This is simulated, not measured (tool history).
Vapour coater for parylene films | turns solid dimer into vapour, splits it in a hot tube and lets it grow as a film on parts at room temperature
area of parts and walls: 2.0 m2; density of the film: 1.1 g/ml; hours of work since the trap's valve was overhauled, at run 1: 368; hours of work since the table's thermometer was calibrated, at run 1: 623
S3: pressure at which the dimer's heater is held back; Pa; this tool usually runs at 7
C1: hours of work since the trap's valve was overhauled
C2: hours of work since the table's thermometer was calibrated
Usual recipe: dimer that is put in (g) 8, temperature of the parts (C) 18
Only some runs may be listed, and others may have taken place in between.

run 1 day=0 | dimer_that_is_put_in_(g)=8 temperature_of_the_parts_(C)=18 S3=7 | C1=368 C2=623 | thickness_of_the_film_(µm)=2.38
run 2 day=0.538 | dimer_that_is_put_in_(g)=8 temperature_of_the_parts_(C)=20 S3=7 | C1=377 C2=632 | thickness_of_the_film_(µm)=2.23
-- day=1.083 trap's valve overhauled
run 3 day=1.942 | dimer_that_is_put_in_(g)=8 temperature_of_the_parts_(C)=20 S3=7 | C1=14 C2=653 | thickness_of_the_film_(µm)=2.61
run 4 day=2.779 | dimer_that_is_put_in_(g)=8 temperature_of_the_parts_(C)=20 S3=7 | C1=28 C2=667 | thickness_of_the_film_(µm)=2.55
run 5 day=3.438 | dimer_that_is_put_in_(g)=8 temperature_of_the_parts_(C)=20 S3=7 | C1=39 C2=677 | thickness_of_the_film_(µm)=2.63
run 6 day=4.688 | dimer_that_is_put_in_(g)=8 temperature_of_the_parts_(C)=20 S3=7 | C1=60 C2=698 | thickness_of_the_film_(µm)=2.52
run 7 day=5.708 | dimer_that_is_put_in_(g)=8 temperature_of_the_parts_(C)=18 S3=7 | C1=77 C2=715 | thickness_of_the_film_(µm)=2.67
run 8 day=6.462 | dimer_that_is_put_in_(g)=8 temperature_of_the_parts_(C)=18 S3=7 | C1=89 C2=728 | thickness_of_the_film_(µm)=2.63
run 9 day=7.688 | dimer_that_is_put_in_(g)=3 temperature_of_the_parts_(C)=18 S3=7 | C1=110 C2=748 | thickness_of_the_film_(µm)=0.99
run 10 day=8.312 | dimer_that_is_put_in_(g)=3 temperature_of_the_parts_(C)=18 S3=7 | C1=120 C2=759 | thickness_of_the_film_(µm)=0.94
run 11 day=8.854 | dimer_that_is_put_in_(g)=3 temperature_of_the_parts_(C)=27 S3=3.21 | C1=129 C2=768 | thickness_of_the_film_(µm)=0.92
run 12 day=9.992 | dimer_that_is_put_in_(g)=10 temperature_of_the_parts_(C)=18 S3=7 | C1=148 C2=787 | thickness_of_the_film_(µm)=3.24
run 13 day=11.121 | dimer_that_is_put_in_(g)=7 temperature_of_the_parts_(C)=14 S3=6.06 | C1=167 C2=805 | thickness_of_the_film_(µm)=2.47
run 14 day=11.871 | dimer_that_is_put_in_(g)=7 temperature_of_the_parts_(C)=14 S3=8.03 | C1=179 C2=818 | thickness_of_the_film_(µm)=2.32
run 15 day=12.454 | dimer_that_is_put_in_(g)=7 temperature_of_the_parts_(C)=14 S3=8.03 | C1=189 C2=827 | thickness_of_the_film_(µm)=2.37
run 16 day=13.083 | dimer_that_is_put_in_(g)=9 temperature_of_the_parts_(C)=22 S3=7 | C1=200 C2=838 | thickness_of_the_film_(µm)=2.57
run 17 day=13.658 | dimer_that_is_put_in_(g)=4 temperature_of_the_parts_(C)=11 S3=3.4 | C1=209 C2=847 | thickness_of_the_film_(µm)=1.62

Here are 5 independent what-if runs from the current tool condition. What would each one return?
run A day=14.833 | dimer_that_is_put_in_(g)=10 temperature_of_the_parts_(C)=18 S3=4.46 | C1=229 C2=867 | thickness_of_the_film_(µm)=?
run B day=14.833 | dimer_that_is_put_in_(g)=8 temperature_of_the_parts_(C)=24 S3=3.24 | C1=229 C2=867 | thickness_of_the_film_(µm)=?
run C day=14.833 | dimer_that_is_put_in_(g)=7 temperature_of_the_parts_(C)=25 S3=2.5 | C1=229 C2=867 | thickness_of_the_film_(µm)=?
run D day=14.833 | dimer_that_is_put_in_(g)=8 temperature_of_the_parts_(C)=21 S3=7.39 | C1=229 C2=867 | thickness_of_the_film_(µm)=?
run E day=14.833 | dimer_that_is_put_in_(g)=4 temperature_of_the_parts_(C)=14 S3=2.18 | C1=229 C2=867 | thickness_of_the_film_(µm)=?

run=A thickness_of_the_film_(µm)=3.38
run=B thickness_of_the_film_(µm)=2.57
run=C thickness_of_the_film_(µm)=2.24
run=D thickness_of_the_film_(µm)=2.37
run=E thickness_of_the_film_(µm)=1.65
The same runs, with their run-to-run variation unchanged, on a tool lacking any hidden condition would have given:
run=A thickness_of_the_film_(µm)=3.71
run=B thickness_of_the_film_(µm)=2.81
run=C thickness_of_the_film_(µm)=2.46
run=D thickness_of_the_film_(µm)=2.6
run=E thickness_of_the_film_(µm)=1.8
